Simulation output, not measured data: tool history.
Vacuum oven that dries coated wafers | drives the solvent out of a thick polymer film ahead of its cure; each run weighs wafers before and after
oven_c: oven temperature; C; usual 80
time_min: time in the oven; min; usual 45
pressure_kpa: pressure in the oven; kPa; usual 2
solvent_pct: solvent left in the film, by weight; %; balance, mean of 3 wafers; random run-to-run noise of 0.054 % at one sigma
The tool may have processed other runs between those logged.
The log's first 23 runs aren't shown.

| run | hour | oven_c | time_min | pressure_kpa | solvent_pct |
|---|---|---|---|---|---|
| 24 | 766.7 | 87 | 45 | 4.41 | 4.7 |
| 25 | 810.7 | 65 | 80 | 2.75 | 7.85 |
| 26 | 854.5 | 84 | 80 | 2.75 | 3.24 |
| 27 | 876.9 | 84 | 80 | 2.75 | 3.17 |
| 28 | 922.8 | 84 | 80 | 2.75 | 3.17 |
| 29 | 961.7 | 84 | 80 | 2.75 | 3.16 |
| 30 | 1000.1 | 93 | 80 | 2.82 | 2.23 |
| 31 | 1038.9 | 93 | 37 | 2.41 | 2.25 |
| 32 | 1065 | 67 | 32 | 2 | 8.35 |
| 33 | 1094.7 | 67 | 32 | 2 | 8.34 |

3 options for the next run, each taken on its own from the tool as it stands now. Forecast them:
| A | 1130.7 | 80 | 27 | 4.68 | ? |
| B | 1130.7 | 80 | 30 | 2 | ? |
| C | 1130.7 | 80 | 25 | 2.34 | ? |

| run | solvent_pct |
|---|---|
| A | 8.19 |
| B | 4.88 |
| C | 5.88 |
With the hidden condition removed and each run's random variation left untouched, the same runs would have given:
| run | solvent_pct |
|---|---|
| A | 8.15 |
| B | 4.85 |
| C | 5.85 |
